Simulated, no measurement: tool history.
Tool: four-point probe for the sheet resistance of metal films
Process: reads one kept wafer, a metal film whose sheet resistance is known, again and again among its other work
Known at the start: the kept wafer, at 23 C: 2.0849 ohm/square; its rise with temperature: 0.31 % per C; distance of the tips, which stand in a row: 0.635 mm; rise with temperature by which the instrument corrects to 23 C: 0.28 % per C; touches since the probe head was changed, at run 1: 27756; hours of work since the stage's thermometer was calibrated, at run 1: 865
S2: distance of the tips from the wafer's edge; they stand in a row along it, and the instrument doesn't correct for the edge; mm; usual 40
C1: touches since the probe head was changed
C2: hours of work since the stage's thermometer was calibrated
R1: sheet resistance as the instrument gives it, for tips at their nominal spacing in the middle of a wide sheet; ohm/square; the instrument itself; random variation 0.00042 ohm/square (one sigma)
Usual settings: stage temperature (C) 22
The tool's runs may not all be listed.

Run 1, day 0: usual settings; C1 27756; C2 865. Result: R1 2.084681 ohm/square.
Run 2, day 0.729: usual settings; C1 28582; C2 876. Result: R1 2.083588 ohm/square.
Run 3, day 1.558: usual settings; C1 29517; C2 889. Result: R1 2.084439 ohm/square.
Run 4, day 1.917: usual settings; C1 29922; C2 894. Result: R1 2.084495 ohm/square.
Run 5, day 2.767: usual settings but S2 45 mm; C1 30882; C2 907. Result: R1 2.084623 ohm/square.
Run 6, day 3.496: usual settings; C1 31704; C2 917. Result: R1 2.084642 ohm/square.
Run 7, day 4.208: usual settings but S2 9 mm; C1 32509; C2 928. Result: R1 2.08921 ohm/square.
Run 8, day 5.05: usual settings; C1 33457; C2 941. Result: R1 2.084597 ohm/square.
Run 9, day 5.854: usual settings; C1 34367; C2 953. Result: R1 2.084364 ohm/square.
Run 10, day 6.546: usual settings; C1 35145; C2 963. Result: R1 2.084371 ohm/square.
Run 11, day 6.954: usual settings but S2 28 mm; C1 35608; C2 969. Result: R1 2.084563 ohm/square.
Run 12, day 7.604: usual settings but S2 28 mm; C1 36340; C2 979. Result: R1 2.084904 ohm/square.
Run 13, day 8.35: usual settings but S2 28 mm; C1 37183; C2 990. Result: R1 2.085405 ohm/square.
Run 14, day 8.729: usual settings but S2 28 mm; C1 37613; C2 995. Result: R1 2.08468 ohm/square.
Run 15, day 9.158: usual settings but S2 28 mm; C1 38097; C2 1002. Result: R1 2.084569 ohm/square.
Run 16, day 9.954: usual settings but S2 28 mm; C1 38996; C2 1014. Result: R1 2.085137 ohm/square.
Run 17, day 10.738: usual settings; C1 39880; C2 1025. Result: R1 2.085452 ohm/square.
Run 18, day 11.367: usual settings; C1 40591; C2 1035. Result: R1 2.083965 ohm/square.
Run 19, day 11.971: usual settings but S2 7 mm; C1 41274; C2 1044. Result: R1 2.093377 ohm/square.
Run 20, day 12.342: usual settings but S2 7 mm; C1 41691; C2 1049. Result: R1 2.093302 ohm/square.
Run 21, day 13.154: usual settings but S2 7 mm; C1 42608; C2 1061. Result: R1 2.093517 ohm/square.
Run 22, day 13.512: usual settings; C1 43016; C2 1067. Result: R1 2.084747 ohm/square.
Run 23, day 14.338: usual settings but stage temperature (C) 30, S2 74 mm; C1 43946; C2 1079. Result: R1 2.089496 ohm/square.
Run 24, day 14.804: usual settings but stage temperature (C) 27, S2 4 mm; C1 44475; C2 1086. Result: R1 2.115226 ohm/square.
Run 25, day 15.508: usual settings but stage temperature (C) 18, S2 5 mm; C1 45269; C2 1096. Result: R1 2.099131 ohm/square.
Run 26, day 16.079: usual settings but stage temperature (C) 18, S2 5 mm; C1 45914; C2 1105. Result: R1 2.099522 ohm/square.
Run 27, day 16.683: usual settings but S2 12 mm; C1 46592; C2 1114. Result: R1 2.08722 ohm/square.
Run 28, day 17.521: usual settings but stage temperature (C) 25, S2 16 mm; C1 47542; C2 1126. Result: R1 2.088017 ohm/square.
Run 29, day 17.967: usual settings but S2 29 mm; C1 48042; C2 1133. Result: R1 2.085194 ohm/square.
Run 30, day 18.567: usual settings but S2 29 mm; C1 48722; C2 1142. Result: R1 2.085634 ohm/square.
Run 31, day 19.188: usual settings but stage temperature (C) 30, S2 15 mm; C1 49422; C2 1151. Result: R1 2.091591 ohm/square.
Run 32, day 19.958: usual settings but stage temperature (C) 30, S2 15 mm; C1 50294; C2 1163. Result: R1 2.092237 ohm/square.
Run 33, day 20.467: usual settings but stage temperature (C) 30, S2 15 mm; C1 50865; C2 1170. Result: R1 2.091713 ohm/square.
Run 34, day 21.271: usual settings but stage temperature (C) 34, S2 57 mm; C1 51774; C2 1182. Result: R1 2.092784 ohm/square.
Run 35, day 22.017: usual settings but stage temperature (C) 34, S2 57 mm; C1 52616; C2 1193. Result: R1 2.092061 ohm/square.
Run 36, day 22.475: usual settings but S2 25 mm; C1 53133; C2 1200. Result: R1 2.084844 ohm/square.
Run 37, day 23.288: usual settings but S2 25 mm; C1 54052; C2 1212. Result: R1 2.084694 ohm/square.
Run 38, day 23.779: usual settings but stage temperature (C) 18, S2 24 mm; C1 54606; C2 1220. Result: R1 2.082368 ohm/square.
Run 39, day 24.158: usual settings but stage temperature (C) 18, S2 24 mm; C1 55035; C2 1225. Result: R1 2.081765 ohm/square.
Run 40, day 25.012: usual settings but stage temperature (C) 18, S2 24 mm; C1 56001; C2 1238. Result: R1 2.082542 ohm/square.
Run 41, day 25.746: usual settings but S2 3 mm; C1 56829; C2 1249. Result: R1 2.133256 ohm/square.
Run 42, day 26.329: usual settings but stage temperature (C) 34, S2 57 mm; C1 57485; C2 1257. Result: R1 2.091866 ohm/square.
Run 43, day 27.004: usual settings but stage temperature (C) 26, S2 15 mm; C1 58249; C2 1268. Result: R1 2.089008 ohm/square.
Run 44, day 27.738: usual settings but stage temperature (C) 33, S2 7 mm; C1 59076; C2 1278. Result: R1 2.100631 ohm/square.

4 ways to go on from here, each from the tool as it stands after run 44. What would each give?
Run A, day 28.338: usual settings but stage temperature (C) 20; C1 59754; C2 1287. Result: R1 ?.
Run B, day 28.338: usual settings but S2 4 mm; C1 59754; C2 1287. Result: R1 ?.
Run C, day 28.338: usual settings but stage temperature (C) 26, S2 22 mm; C1 59754; C2 1287. Result: R1 ?.
Run D, day 28.338: usual settings but stage temperature (C) 19, S2 7 mm; C1 59754; C2 1287. Result: R1 ?.

run        R1
  A  2.083174
  B  2.112149
  C   2.08805
  D  2.092003
Without the tool's hidden state the same runs would have given:
run        R1
  A  2.083118
  B  2.112092
  C  2.087993
  D  2.091946
